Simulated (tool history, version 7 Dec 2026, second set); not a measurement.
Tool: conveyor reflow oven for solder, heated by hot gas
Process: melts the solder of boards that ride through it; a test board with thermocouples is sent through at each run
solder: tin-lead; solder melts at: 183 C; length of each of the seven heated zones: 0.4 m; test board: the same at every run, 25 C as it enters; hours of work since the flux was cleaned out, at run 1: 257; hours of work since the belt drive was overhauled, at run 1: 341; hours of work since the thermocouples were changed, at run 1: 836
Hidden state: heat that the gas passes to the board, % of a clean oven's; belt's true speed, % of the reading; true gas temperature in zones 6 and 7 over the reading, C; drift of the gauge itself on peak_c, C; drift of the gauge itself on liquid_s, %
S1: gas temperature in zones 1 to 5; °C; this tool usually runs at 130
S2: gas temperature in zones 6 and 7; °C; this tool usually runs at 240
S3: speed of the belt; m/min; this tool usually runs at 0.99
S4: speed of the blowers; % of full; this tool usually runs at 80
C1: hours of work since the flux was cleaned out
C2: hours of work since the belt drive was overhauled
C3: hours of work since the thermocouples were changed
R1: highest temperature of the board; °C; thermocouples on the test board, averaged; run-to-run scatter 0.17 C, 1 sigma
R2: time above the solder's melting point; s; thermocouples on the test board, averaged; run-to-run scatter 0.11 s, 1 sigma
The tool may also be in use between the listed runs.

run     day   S1   S2     S3  S4   C1   C2   C3     R1    R2
  1       0  130  240   0.99  80  257  341  836  221.4  36.5
  2   0.804  130  240  0.924  80  266  351  846  224.1  40.7
  3   1.146  130  240  0.924  80  270  355  850  223.9  40.2
  4   1.842  130  240  0.924  80  278  363  858  223.7  40.4
  5   2.583  130  244   0.99  80  287  372  867  224.5  37.6
  6   3.208  130  240   0.99  80  295  379  874  221.2  36.2
  7   3.871  130  240  0.931  80  302  387  882  223.7  39.9
  8   4.554  130  240   0.99  80  310  395  890    221  36.5
  9   5.079  130  240   0.99  80  317  401  896  221.4    36
 10   5.762  130  240   0.99  80  325  409  904  221.1  36.2
 11   6.458  130  240   0.99  80  333  418  912  221.5  36.4
 12   6.829  134  231  1.048  79  337  422  917  211.9  30.2
 13   7.588  134  231  1.048  79  346  431  926  212.3  30.3
 14   8.129  130  240  0.974  74  353  437  932  219.9  36.4
 15   8.867  130  233   0.99  80  361  446  941  215.4  33.3
 16   9.262  130  250  1.055  80  366  451  945  226.6  36.2
 17   9.738  130  240  0.825  86  372  456  951  229.1  48.2
 18  10.221  130  238   0.99  80  377  462  957  219.2  35.4
 19  10.592  130  238   0.99  80  382  466  961  219.4  35.5
 20  11.033  130  240   0.99  62  387  472  966  215.9    33
 21  11.454  130  240   0.99  62  392  477  971  215.3    33
 22  11.996  135  240  0.842  90  398  483  978  229.3  48.3

Some steps in R1 between neighbouring runs. How much of each would the tool show without its hidden state too (settings, what came in, random variation), and how much is left for the hidden state, with any gauge scatter that isn't in both results?
Run 15 -> 16: S2 233 -> 250, S3 0.99 -> 1.055. R1 +11.2 °C: hidden state -0.4, all else +11.6.
Run 16 -> 17: S2 250 -> 240, S3 1.055 -> 0.825, S4 80 -> 86. R1 +2.5 °C: hidden state +1, all else +1.5.
Run 17 -> 18: S2 240 -> 238, S3 0.825 -> 0.99, S4 86 -> 80. R1 -9.9 °C: hidden state -0.7, all else -9.2.
Run 21 -> 22: S1 130 -> 135, S3 0.99 -> 0.842, S4 62 -> 90. R1 +14 °C: hidden state +0.6, all else +13.4.

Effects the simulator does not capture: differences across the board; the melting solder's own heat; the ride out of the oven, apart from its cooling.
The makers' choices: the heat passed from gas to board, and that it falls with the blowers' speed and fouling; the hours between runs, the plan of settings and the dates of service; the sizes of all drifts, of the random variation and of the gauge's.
